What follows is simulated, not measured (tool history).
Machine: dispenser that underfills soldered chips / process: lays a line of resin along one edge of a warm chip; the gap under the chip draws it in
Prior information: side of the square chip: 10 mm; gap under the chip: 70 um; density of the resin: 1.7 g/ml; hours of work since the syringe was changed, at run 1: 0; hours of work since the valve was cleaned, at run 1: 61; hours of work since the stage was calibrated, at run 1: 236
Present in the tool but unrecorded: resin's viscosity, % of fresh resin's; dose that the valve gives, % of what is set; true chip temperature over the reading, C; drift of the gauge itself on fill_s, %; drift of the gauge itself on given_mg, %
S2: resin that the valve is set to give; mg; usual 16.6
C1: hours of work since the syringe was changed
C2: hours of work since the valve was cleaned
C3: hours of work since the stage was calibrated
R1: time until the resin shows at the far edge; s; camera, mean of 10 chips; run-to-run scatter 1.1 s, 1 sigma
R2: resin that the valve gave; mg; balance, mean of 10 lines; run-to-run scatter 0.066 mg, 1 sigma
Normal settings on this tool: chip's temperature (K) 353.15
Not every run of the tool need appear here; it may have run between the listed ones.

run 1 day=0 | chip's_temperature_(K)=353.15 S2=16.6 | C1=0 C2=61 C3=236 | R1=98.4 R2=16.17
run 2 day=0.271 | chip's_temperature_(K)=353.15 S2=16.6 | C1=5 C2=66 C3=241 | R1=138.5 R2=16.27
-- day=0.504 new syringe of resin
run 3 day=0.508 | chip's_temperature_(K)=353.15 S2=16.6 | C1=0 C2=70 C3=245 | R1=98.2 R2=16.09
run 4 day=0.804 | chip's_temperature_(K)=353.15 S2=16.6 | C1=6 C2=76 C3=251 | R1=143.8 R2=16.04
-- day=0.996 new syringe of resin
run 5 day=1.158 | chip's_temperature_(K)=346.15 S2=16.6 | C1=3 C2=82 C3=258 | R1=173.9 R2=16.1
run 6 day=1.388 | chip's_temperature_(K)=346.15 S2=16.6 | C1=7 C2=87 C3=262 | R1=228.3 R2=16.08
-- day=1.483 new syringe of resin
run 7 day=1.833 | chip's_temperature_(K)=353.15 S2=16.6 | C1=7 C2=95 C3=270 | R1=152.2 R2=15.9
-- day=1.971 new syringe of resin
-- day=2.154 dispensing valve cleaned and set on the balance
run 8 day=2.325 | chip's_temperature_(K)=353.15 S2=16.6 | C1=6 C2=3 C3=279 | R1=145.4 R2=16.6
-- day=2.521 new syringe of resin
run 9 day=2.725 | chip's_temperature_(K)=353.15 S2=20.4 | C1=4 C2=11 C3=286 | R1=123.7 R2=20.32
run 10 day=2.946 | chip's_temperature_(K)=353.15 S2=20.4 | C1=8 C2=15 C3=290 | R1=166.9 R2=20.24
-- day=3.004 new syringe of resin
run 11 day=3.4 | chip's_temperature_(K)=353.15 S2=20.4 | C1=8 C2=23 C3=299 | R1=160.1 R2=20.21
-- day=3.504 new syringe of resin
run 12 day=3.738 | chip's_temperature_(K)=353.15 S2=20.4 | C1=4 C2=30 C3=305 | R1=124.9 R2=20.29
run 13 day=3.946 | chip's_temperature_(K)=353.15 S2=20.4 | C1=8 C2=34 C3=309 | R1=163.4 R2=20.01
-- day=3.992 new syringe of resin
run 14 day=4.304 | chip's_temperature_(K)=353.15 S2=20.4 | C1=6 C2=40 C3=316 | R1=138.7 R2=19.97
-- day=4.483 new syringe of resin
run 15 day=4.6 | chip's_temperature_(K)=353.15 S2=20.4 | C1=2 C2=46 C3=321 | R1=109 R2=20.01
-- day=4.962 new syringe of resin
run 16 day=5.042 | chip's_temperature_(K)=353.15 S2=20.4 | C1=1 C2=54 C3=329 | R1=101.3 R2=19.92
run 17 day=5.258 | chip's_temperature_(K)=353.15 S2=20.4 | C1=6 C2=58 C3=333 | R1=135.6 R2=19.91
-- day=5.454 new syringe of resin
run 18 day=5.55 | chip's_temperature_(K)=353.15 S2=20.4 | C1=2 C2=63 C3=339 | R1=104 R2=19.94
run 19 day=5.8 | chip's_temperature_(K)=360.15 S2=17 | C1=7 C2=68 C3=344 | R1=109.3 R2=16.4
-- day=5.954 new syringe of resin
run 20 day=5.996 | chip's_temperature_(K)=347.15 S2=15.4 | C1=1 C2=72 C3=347 | R1=136.6 R2=14.97
-- day=6.446 new syringe of resin
run 21 day=6.446 | chip's_temperature_(K)=341.15 S2=16.6 | C1=0 C2=80 C3=356 | R1=172.3 R2=16.05
run 22 day=6.804 | chip's_temperature_(K)=341.15 S2=17.8 | C1=7 C2=87 C3=362 | R1=272 R2=17.32
-- day=6.946 new syringe of resin
run 23 day=7.092 | chip's_temperature_(K)=341.15 S2=17.8 | C1=3 C2=92 C3=368 | R1=205.1 R2=17.2
-- day=7.433 new syringe of resin
-- day=7.542 dispensing valve cleaned and set on the balance
run 24 day=7.542 | chip's_temperature_(K)=366.15 S2=16.8 | C1=1 C2=0 C3=375 | R1=57.8 R2=16.85
run 25 day=7.888 | chip's_temperature_(K)=354.15 S2=20.5 | C1=8 C2=7 C3=382 | R1=151.1 R2=20.53
-- day=7.962 new syringe of resin
run 26 day=8.288 | chip's_temperature_(K)=355.15 S2=16.6 | C1=6 C2=14 C3=389 | R1=130 R2=16.5
-- day=8.471 new syringe of resin
run 27 day=8.662 | chip's_temperature_(K)=354.15 S2=20.3 | C1=4 C2=21 C3=396 | R1=110.6 R2=20.16
-- day=8.967 new syringe of resin
run 28 day=9.067 | chip's_temperature_(K)=365.15 S2=17.5 | C1=2 C2=28 C3=404 | R1=61.5 R2=17.4
-- day=9.471 new syringe of resin
run 29 day=9.517 | chip's_temperature_(K)=360.15 S2=17.1 | C1=1 C2=37 C3=412 | R1=70.3 R2=16.85
run 30 day=9.75 | chip's_temperature_(K)=350.15 S2=19.8 | C1=5 C2=41 C3=417 | R1=149.6 R2=19.64
-- day=9.971 new syringe of resin
run 31 day=9.988 | chip's_temperature_(K)=350.15 S2=19.8 | C1=0 C2=46 C3=421 | R1=108 R2=19.49
run 32 day=10.358 | chip's_temperature_(K)=342.15 S2=19.8 | C1=7 C2=53 C3=428 | R1=263.5 R2=19.43
-- day=10.471 new syringe of resin
run 33 day=10.642 | chip's_temperature_(K)=368.15 S2=18.1 | C1=3 C2=58 C3=433 | R1=59.9 R2=17.61
-- day=10.746 stage's temperature calibrated
run 34 day=10.942 | chip's_temperature_(K)=368.15 S2=18.1 | C1=8 C2=63 C3=4 | R1=89.8 R2=17.78
-- day=11.008 new syringe of resin
run 35 day=11.217 | chip's_temperature_(K)=344.15 S2=17.3 | C1=4 C2=68 C3=9 | R1=210 R2=16.87

Measured result minus the same run's result without the hidden state. Both carry the same run-to-run variation, though not necessarily the same gauge scatter:
run=1 R1=-4.5 R2=-0.39
run=2 R1=+37.3 R2=-0.42
run=3 R1=-4.5 R2=-0.44
run=4 R1=+42.1 R2=-0.48
run=5 R1=+27.1 R2=-0.52
run=6 R1=+85.8 R2=-0.54
run=7 R1=+50.8 R2=-0.6
run=8 R1=+42.4 R2=-0.04
run=9 R1=+24.3 R2=-0.1
run=10 R1=+66.9 R2=-0.14
run=11 R1=+58.5 R2=-0.21
run=12 R1=+26.1 R2=-0.25
run=13 R1=+64.6 R2=-0.27
run=14 R1=+40 R2=-0.33
run=15 R1=+9.5 R2=-0.38
run=16 R1=+2.1 R2=-0.44
run=17 R1=+35.7 R2=-0.47
run=18 R1=+5.7 R2=-0.51
run=19 R1=+35.3 R2=-0.45
run=20 R1=-1.4 R2=-0.43
run=21 R1=-11.7 R2=-0.51
run=22 R1=+90.6 R2=-0.59
run=23 R1=+21.5 R2=-0.63
run=24 R1=+1.4 R2=+0.01
run=25 R1=+56.7 R2=-0.05
run=26 R1=+37.7 R2=-0.08
run=27 R1=+16.7 R2=-0.16
run=28 R1=+3 R2=-0.19
run=29 R1=-2.8 R2=-0.23
run=30 R1=+34.4 R2=-0.3
run=31 R1=-5.6 R2=-0.32
run=32 R1=+91.8 R2=-0.38
run=33 R1=+8.7 R2=-0.38
run=34 R1=+40 R2=-0.41
run=35 R1=+52.1 R2=-0.42
